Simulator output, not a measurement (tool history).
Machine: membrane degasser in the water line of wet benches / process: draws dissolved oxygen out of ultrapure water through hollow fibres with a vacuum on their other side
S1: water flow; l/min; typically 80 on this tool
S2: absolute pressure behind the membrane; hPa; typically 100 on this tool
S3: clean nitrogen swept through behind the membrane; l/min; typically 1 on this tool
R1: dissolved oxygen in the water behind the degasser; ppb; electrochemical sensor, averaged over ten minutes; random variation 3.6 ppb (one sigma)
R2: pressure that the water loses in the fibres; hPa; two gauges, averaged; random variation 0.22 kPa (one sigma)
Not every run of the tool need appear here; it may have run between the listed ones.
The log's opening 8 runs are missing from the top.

run,hour,S1,S2,S3,R1,R2
9,721.3,80,100,1,867.1,542.1
10,830.7,80,100,1,872.4,547.2
11,895.5,80,100,1,872.2,541
12,958,114,100,1,1115.2,773.6
13,1096.4,114,100,1,1109,774.6
14,1204.3,80,100,1,873.6,546.6
15,1321.2,104,100,1,1046.1,706.4
16,1413.5,104,100,1,1049.9,714.2
17,1546.1,104,100,1,1043.8,712.7
18,1638.7,104,100,1,1050.7,706.7
19,1735.5,116,99,0.71,1325.7,791.9
20,1804.1,94,105,1.78,727.8,639.7
21,1921.2,94,105,1.78,721.1,641.6
22,1992.4,94,105,1.78,723.6,639.1
23,2109.2,75,91,1.7,513.8,511.1
24,2230.1,75,91,1.7,516.6,510.8
25,2366,52,91,0.82,652,351.5
26,2451.4,126,206,0.83,2759.9,855.9
27,2510.4,126,206,0.83,2757.3,859
28,2600.1,66,83,0.94,615.9,449.7
29,2731,66,83,0.94,617.1,448.9
30,2812.1,66,83,0.94,623,449.2
31,2902.8,79,74,0.65,737.7,538.3
32,3018,79,162,2.19,900.6,541.5

Each row is a separate what-if for the run after 32, all from the same tool condition, not one after another. Results?
A,3121.1,77,203,1,?,?
B,3121.1,80,99,1,?,?
C,3121.1,116,100,1,?,?
D,3121.1,54,100,1,?,?

run,R1,R2
A,1888.7,526.1
B,876.1,546.3
C,1129,790.2
D,664,369.8
Without the tool's unlogged condition, the same runs would have read:
run,R1,R2
A,1870.7,520.6
B,851.6,540.5
C,1098.3,781.9
D,645.1,365.9
